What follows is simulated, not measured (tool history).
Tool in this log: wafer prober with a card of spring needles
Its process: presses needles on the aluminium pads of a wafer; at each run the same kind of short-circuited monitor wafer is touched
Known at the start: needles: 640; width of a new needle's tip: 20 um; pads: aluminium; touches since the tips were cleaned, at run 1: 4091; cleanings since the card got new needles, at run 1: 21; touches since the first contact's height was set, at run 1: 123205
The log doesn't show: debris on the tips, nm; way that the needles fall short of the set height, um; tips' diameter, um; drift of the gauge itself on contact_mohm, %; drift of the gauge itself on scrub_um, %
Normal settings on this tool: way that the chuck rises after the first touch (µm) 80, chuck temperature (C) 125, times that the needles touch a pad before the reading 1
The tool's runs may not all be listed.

run   hour  way that the chuck rises after the first touch (µm)  chuck temperature (C)  times that the needles touch a pad before the reading  touches since the tips were cleaned  cleanings since the card got new needles  touches since the first contact's height was set  resistance of one needle with its contact and lead (mohm)  way that a needle slides on the pad (µm)
  1    0.0                                                   80                    125                                                      1                                 4091                                        21                                            123205                                                        284                                     18.10
       4.4  -- tips cleaned on abrasive film
  2   13.1                                                   80                    125                                                      1                                 2033                                        22                                            126244                                                        280                                     18.11
  3   25.1                                                   80                    125                                                      1                                 4853                                        22                                            129064                                                        281                                     18.12
      26.5  -- tips cleaned on abrasive film
      48.3  -- tips cleaned on abrasive film
  4   52.4                                                   80                    125                                                      1                                  970                                        24                                            135433                                                        280                                     18.24
      70.0  -- tips cleaned on abrasive film
  5   76.4                                                   80                    125                                                      1                                 1509                                        25                                            141038                                                        286                                     18.19
      92.1  -- tips cleaned on abrasive film
  6  101.7                                                   80                    125                                                      2                                 2258                                        26                                            146944                                                        279                                     18.22
     113.8  -- tips cleaned on abrasive film
  7  128.4                                                   80                    125                                                      2                                 3431                                        27                                            153199                                                        283                                     18.23
     136.2  -- tips cleaned on abrasive film
  8  141.2                                                   80                    125                                                      2                                 1177                                        28                                            156180                                                        281                                     18.26
     158.7  -- tips cleaned on abrasive film
  9  168.2                                                   80                    125                                                      1                                 2237                                        29                                            162479                                                        284                                     18.39
     179.9  -- tips cleaned on abrasive film
 10  181.9                                                   80                    125                                                      1                                  468                                        30                                            165664                                                        285                                     18.17
     202.0  -- tips cleaned on abrasive film
 11  203.9                                                   80                    125                                                      1                                  439                                        31                                            170814                                                        286                                     18.32
 12  218.7                                                   80                    125                                                      2                                 3909                                        31                                            174284                                                        280                                     18.39
     223.4  -- tips cleaned on abrasive film
 13  240.1                                                   80                    125                                                      2                                 3919                                        32                                            179273                                                        281                                     18.34
     245.8  -- tips cleaned on abrasive film
 14  262.6                                                   80                    125                                                      1                                 3957                                        33                                            184547                                                        286                                     18.33
     268.2  -- tips cleaned on abrasive film
 15  283.6                                                   80                    125                                                      1                                 3635                                        34                                            189449                                                        286                                     18.44
     291.3  -- tips cleaned on abrasive film
 16  309.5                                                   80                     30                                                      1                                 4274                                        35                                            195492                                                        255                                     18.45
     313.7  -- tips cleaned on abrasive film
 17  327.1                                                   80                     30                                                      1                                 3145                                        36                                            199608                                                        257                                     18.45
     336.1  -- tips cleaned on abrasive film
 18  355.0                                                   80                     30                                                      1                                 4435                                        37                                            206123                                                        257                                     18.50
     357.7  -- tips cleaned on abrasive film
     370.4  -- height of the first contact set anew
     380.1  -- tips cleaned on abrasive film
 19  382.9                                                   80                     86                                                      1                                  652                                        39                                              2901                                                        273                                     18.45
     402.3  -- tips cleaned on abrasive film
 20  405.1                                                   80                     59                                                      1                                  655                                        40                                              8078                                                        263                                     18.62
     424.2  -- tips cleaned on abrasive film
 21  431.9                                                   61                     51                                                      2                                 1828                                        41                                             14359                                                        267                                     14.22
     446.8  -- tips cleaned on abrasive film
 22  455.6                                                   80                    125                                                      2                                 2074                                        42                                             19886                                                        286                                     18.56
     468.0  -- tips cleaned on abrasive film
 23  480.4                                                   80                    125                                                      2                                 2897                                        43                                             25671                                                        279                                     18.52
     491.2  -- tips cleaned on abrasive film
 24  499.8                                                   69                    108                                                      2                                 2008                                        44                                             30204                                                        281                                     16.09
     514.7  -- tips cleaned on abrasive film
 25  517.5                                                   97                     25                                                      3                                  660                                        45                                             34349                                                        253                                     22.44
     536.2  -- tips cleaned on abrasive film
 26  536.2                                                   97                     25                                                      3                                    0                                        46                                             38708                                                        253                                     22.75
     558.6  -- gauge calibrated
     558.7  -- tips cleaned on abrasive film
 27  561.9                                                   97                     25                                                      3                                  762                                        47                                             44717                                                        252                                     21.96
     579.9  -- tips cleaned on abrasive film
 28  581.4                                                   80                     32                                                      2                                  363                                        48                                             49268                                                        254                                     18.19
     601.8  -- tips cleaned on abrasive film
 29  609.7                                                   80                     32                                                      2                                 1850                                        49                                             55868                                                        258                                     18.20
     624.1  -- tips cleaned on abrasive film
 30  625.9                                                   82                    111                                                      2                                  431                                        50                                             59658                                                        278                                     18.70
     646.6  -- tips cleaned on abrasive film
 31  653.4                                                   82                     59                                                      2                                 1595                                        51                                             66078                                                        265                                     18.61
     669.0  -- tips cleaned on abrasive film
 32  679.0                                                   67                     95                                                      2                                 2345                                        52                                             72070                                                        277                                     15.18

How the hidden state differs across the entries between the runs, from the last listed run before each to the first after it:
In the gap between runs 1 and 2: tips cleaned on abrasive film (hour 4.4)
  debris on the tips, nm: 3.2 -> 2; way that the needles fall short of the set height, um: 0.09 -> 0.1; drift of the gauge itself on scrub_um, %: 0 -> 0.06
  measured less the result without the state, way that a needle slides on the pad (µm): -0.02 -> -0.01
In the gap between runs 3 and 4: tips cleaned on abrasive film (hour 26.5); tips cleaned on abrasive film (hour 48.3)
  debris on the tips, nm: 3.4 -> 1.5; way that the needles fall short of the set height, um: 0.1 -> 0.11; tips' diameter, um: 20.03 -> 20.04; drift of the gauge itself on scrub_um, %: 0.12 -> 0.26
  measured less the result without the state, way that a needle slides on the pad (µm): +0.00 -> +0.03
In the gap between runs 4 and 5: tips cleaned on abrasive film (hour 70.0)
  debris on the tips, nm: 1.5 -> 2; drift of the gauge itself on scrub_um, %: 0.26 -> 0.38
  measured less the result without the state, way that a needle slides on the pad (µm): +0.03 -> +0.05
In the gap between runs 5 and 6: tips cleaned on abrasive film (hour 92.1)
  debris on the tips, nm: 2 -> 2.4; drift of the gauge itself on scrub_um, %: 0.38 -> 0.5
  measured less the result without the state, way that a needle slides on the pad (µm): +0.05 -> +0.06
In the gap between runs 6 and 7: tips cleaned on abrasive film (hour 113.8)
  debris on the tips, nm: 2.4 -> 3.1; way that the needles fall short of the set height, um: 0.11 -> 0.12; drift of the gauge itself on scrub_um, %: 0.5 -> 0.64
  measured less the result without the state, way that a needle slides on the pad (µm): +0.06 -> +0.09
In the gap between runs 7 and 8: tips cleaned on abrasive film (hour 136.2)
  debris on the tips, nm: 3.1 -> 1.5; drift of the gauge itself on scrub_um, %: 0.64 -> 0.7
  measured less the result without the state, way that a needle slides on the pad (µm): +0.09 -> +0.09
In the gap between runs 8 and 9: tips cleaned on abrasive film (hour 158.7)
  debris on the tips, nm: 1.5 -> 2.3; way that the needles fall short of the set height, um: 0.12 -> 0.13; drift of the gauge itself on scrub_um, %: 0.7 -> 0.83
  measured less the result without the state, way that a needle slides on the pad (µm): +0.09 -> +0.12
In the gap between runs 9 and 10: tips cleaned on abrasive film (hour 179.9)
  debris on the tips, nm: 2.3 -> 1; tips' diameter, um: 20.04 -> 20.05; drift of the gauge itself on scrub_um, %: 0.83 -> 0.9
  measured less the result without the state, way that a needle slides on the pad (µm): +0.12 -> +0.13
In the gap between runs 10 and 11: tips cleaned on abrasive film (hour 202.0)
  debris on the tips, nm: 1 -> 0.7; drift of the gauge itself on scrub_um, %: 0.9 -> 1.01
  measured less the result without the state, way that a needle slides on the pad (µm): +0.13 -> +0.15
In the gap between runs 12 and 13: tips cleaned on abrasive film (hour 223.4)
  debris on the tips, nm: 3.1 -> 3.2; way that the needles fall short of the set height, um: 0.13 -> 0.14; drift of the gauge itself on scrub_um, %: 1.08 -> 1.19
  measured less the result without the state, way that a needle slides on the pad (µm): +0.17 -> +0.19
In the gap between runs 13 and 14: tips cleaned on abrasive film (hour 245.8)
  drift of the gauge itself on scrub_um, %: 1.19 -> 1.3
  measured less the result without the state, way that a needle slides on the pad (µm): +0.19 -> +0.20
In the gap between runs 14 and 15: tips cleaned on abrasive film (hour 268.2)
  debris on the tips, nm: 3.2 -> 3.1; drift of the gauge itself on scrub_um, %: 1.3 -> 1.41
  measured less the result without the state, way that a needle slides on the pad (µm): +0.20 -> +0.22
In the gap between runs 15 and 16: tips cleaned on abrasive film (hour 291.3)
  debris on the tips, nm: 3.1 -> 3.5; way that the needles fall short of the set height, um: 0.14 -> 0.15; drift of the gauge itself on scrub_um, %: 1.41 -> 1.54
  measured less the result without the state, way that a needle slides on the pad (µm): +0.22 -> +0.24
In the gap between runs 16 and 17: tips cleaned on abrasive film (hour 313.7)
  debris on the tips, nm: 3.5 -> 2.8; drift of the gauge itself on scrub_um, %: 1.54 -> 1.62
  measured less the result without the state, way that a needle slides on the pad (µm): +0.24 -> +0.26
In the gap between runs 17 and 18: tips cleaned on abrasive film (hour 336.1)
  debris on the tips, nm: 2.8 -> 3.5; way that the needles fall short of the set height, um: 0.15 -> 0.16; drift of the gauge itself on scrub_um, %: 1.62 -> 1.76
  measured less the result without the state, way that a needle slides on the pad (µm): +0.26 -> +0.29
In the gap between runs 18 and 19: tips cleaned on abrasive film (hour 357.7); height of the first contact set anew (hour 370.4); tips cleaned on abrasive film (hour 380.1)
  debris on the tips, nm: 3.5 -> 1.1; way that the needles fall short of the set height, um: 0.16 -> 0; tips' diameter, um: 20.05 -> 20.06; drift of the gauge itself on scrub_um, %: 1.76 -> 1.9
  measured less the result without the state, way that a needle slides on the pad (µm): +0.29 -> +0.34
In the gap between runs 19 and 20: tips cleaned on abrasive film (hour 402.3)
  debris on the tips, nm: 1.1 -> 0.9; way that the needles fall short of the set height, um: 0 -> 0.01; drift of the gauge itself on scrub_um, %: 1.9 -> 2.01
  measured less the result without the state, way that a needle slides on the pad (µm): +0.34 -> +0.36
In the gap between runs 20 and 21: tips cleaned on abrasive film (hour 424.2)
  debris on the tips, nm: 0.9 -> 2.1; drift of the gauge itself on scrub_um, %: 2.01 -> 2.14
  measured less the result without the state, way that a needle slides on the pad (µm): +0.36 -> +0.29
In the gap between runs 21 and 22: tips cleaned on abrasive film (hour 446.8)
  debris on the tips, nm: 2.1 -> 2.5; way that the needles fall short of the set height, um: 0.01 -> 0.02; drift of the gauge itself on scrub_um, %: 2.14 -> 2.26
  measured less the result without the state, way that a needle slides on the pad (µm): +0.29 -> +0.41
In the gap between runs 22 and 23: tips cleaned on abrasive film (hour 468.0)
  debris on the tips, nm: 2.5 -> 2.8; drift of the gauge itself on scrub_um, %: 2.26 -> 2.38
  measured less the result without the state, way that a needle slides on the pad (µm): +0.41 -> +0.43
In the gap between runs 23 and 24: tips cleaned on abrasive film (hour 491.2)
  debris on the tips, nm: 2.8 -> 2.2; drift of the gauge itself on scrub_um, %: 2.38 -> 2.48
  measured less the result without the state, way that a needle slides on the pad (µm): +0.43 -> +0.38
In the gap between runs 24 and 25: tips cleaned on abrasive film (hour 514.7)
  debris on the tips, nm: 2.2 -> 1; way that the needles fall short of the set height, um: 0.02 -> 0.03; tips' diameter, um: 20.06 -> 20.07; drift of the gauge itself on scrub_um, %: 2.48 -> 2.57
  measured less the result without the state, way that a needle slides on the pad (µm): +0.38 -> +0.56
In the gap between runs 25 and 26: tips cleaned on abrasive film (hour 536.2)
  debris on the tips, nm: 1 -> 0.3; drift of the gauge itself on scrub_um, %: 2.57 -> 2.66
  measured less the result without the state, way that a needle slides on the pad (µm): +0.56 -> +0.58
In the gap between runs 26 and 27: gauge calibrated (hour 558.6); tips cleaned on abrasive film (hour 558.7)
  debris on the tips, nm: 0.3 -> 1.3; way that the needles fall short of the set height, um: 0.03 -> 0.04; drift of the gauge itself on scrub_um, %: 2.66 -> 0.02
  measured less the result without the state, way that a needle slides on the pad (µm): +0.58 -> -0.01
In the gap between runs 27 and 28: tips cleaned on abrasive film (hour 579.9)
  debris on the tips, nm: 1.3 -> 0.7; drift of the gauge itself on scrub_um, %: 0.02 -> 0.11
  measured less the result without the state, way that a needle slides on the pad (µm): -0.01 -> +0.01
In the gap between runs 28 and 29: tips cleaned on abrasive film (hour 601.8)
  debris on the tips, nm: 0.7 -> 2; way that the needles fall short of the set height, um: 0.04 -> 0.05; drift of the gauge itself on scrub_um, %: 0.11 -> 0.25
  measured less the result without the state, way that a needle slides on the pad (µm): +0.01 -> +0.03
In the gap between runs 29 and 30: tips cleaned on abrasive film (hour 624.1)
  debris on the tips, nm: 2 -> 0.9; drift of the gauge itself on scrub_um, %: 0.25 -> 0.33
  measured less the result without the state, way that a needle slides on the pad (µm): +0.03 -> +0.05
In the gap between runs 30 and 31: tips cleaned on abrasive film (hour 646.6)
  debris on the tips, nm: 0.9 -> 1.9; drift of the gauge itself on scrub_um, %: 0.33 -> 0.47
  measured less the result without the state, way that a needle slides on the pad (µm): +0.05 -> +0.08
In the gap between runs 31 and 32: tips cleaned on abrasive film (hour 669.0)
  debris on the tips, nm: 1.9 -> 2.5; way that the needles fall short of the set height, um: 0.05 -> 0.06; tips' diameter, um: 20.07 -> 20.08; drift of the gauge itself on scrub_um, %: 0.47 -> 0.6
  measured less the result without the state, way that a needle slides on the pad (µm): +0.08 -> +0.08
